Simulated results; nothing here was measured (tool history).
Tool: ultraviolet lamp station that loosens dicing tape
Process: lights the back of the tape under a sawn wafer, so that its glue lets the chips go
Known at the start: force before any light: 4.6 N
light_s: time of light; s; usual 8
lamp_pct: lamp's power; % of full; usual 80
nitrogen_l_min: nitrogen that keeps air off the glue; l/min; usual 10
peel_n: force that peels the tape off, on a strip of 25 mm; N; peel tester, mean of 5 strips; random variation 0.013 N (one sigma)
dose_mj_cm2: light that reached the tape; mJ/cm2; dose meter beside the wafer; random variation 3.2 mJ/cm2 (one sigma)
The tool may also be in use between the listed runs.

run	day	light_s	lamp_pct	nitrogen_l_min	peel_n	dose_mj_cm2
1	0.000	8	80	10	0.586	489
2	3.638	8	80	5	0.830	488
3	5.758	8	60	10	0.946	369
# day 7.954: window cleaned of glue's vapour
4	8.933	8	60	10	0.949	368
5	10.825	8	80	10	0.593	485
6	13.833	8	80	11	0.561	495
7	16.838	8	80	6	0.757	490
8	20.058	8	80	6	0.723	492
# day 20.925: window cleaned of glue's vapour
9	23.250	8	80	10	0.581	486
10	25.575	8	80	10	0.594	493
11	28.767	8	80	10	0.600	496
12	31.646	8	80	10	0.588	488
# day 33.912: window cleaned of glue's vapour
13	34.454	9	80	10	0.494	555
14	35.992	8	98	10	0.411	602
15	38.579	8	98	10	0.403	600
16	41.300	8	98	10	0.410	598
17	44.088	8	98	10	0.383	593
18	46.125	8	77	10	0.664	473
# day 46.933: window cleaned of glue's vapour
19	48.329	8	97	10	0.431	589
# day 50.858: lamp changed
20	51.238	8	80	10	0.588	493
21	52.704	11	80	10	0.329	669
22	54.800	11	80	10	0.324	679
23	58.288	6	88	6	1.021	405
# day 60.025: window cleaned of glue's vapour
24	61.454	12	61	5	0.675	565
25	65.112	16	80	9	0.187	978
26	67.038	16	80	9	0.183	977
27	68.929	5	98	7	1.061	377
28	71.079	5	98	7	1.056	371
# day 72.975: window cleaned of glue's vapour
29	73.612	8	98	5	0.579	610
30	75.733	6	98	5	0.916	450
31	78.012	15	93	8	0.160	1074
32	81.658	8	80	20	0.456	492
33	83.862	12	94	19	0.178	866
34	85.696	8	80	10	0.593	488
# day 86.058: window cleaned of glue's vapour
35	88.021	8	80	4	0.876	497
36	90.112	5	69	10	1.520	264
37	92.375	5	69	10	1.429	269
38	94.408	5	82	10	1.167	311
39	97.625	10	80	18	0.314	615
# day 99.083: window cleaned of glue's vapour
40	101.083	10	80	18	0.304	616
41	103.538	16	87	12	0.148	1061
42	105.838	16	87	12	0.147	1061

3 ways to go on from here, each from the tool as it stands after run 42. What would each give?
A	108.062	8	81	11	?	?
B	108.062	16	64	6	?	?
C	108.062	16	95	8	?	?

run	peel_n	dose_mj_cm2
A	0.581	495
B	0.316	786
C	0.158	1167
Without the tool's hidden state the same runs would have given:
run	peel_n	dose_mj_cm2
A	0.577	497
B	0.313	789
C	0.157	1171
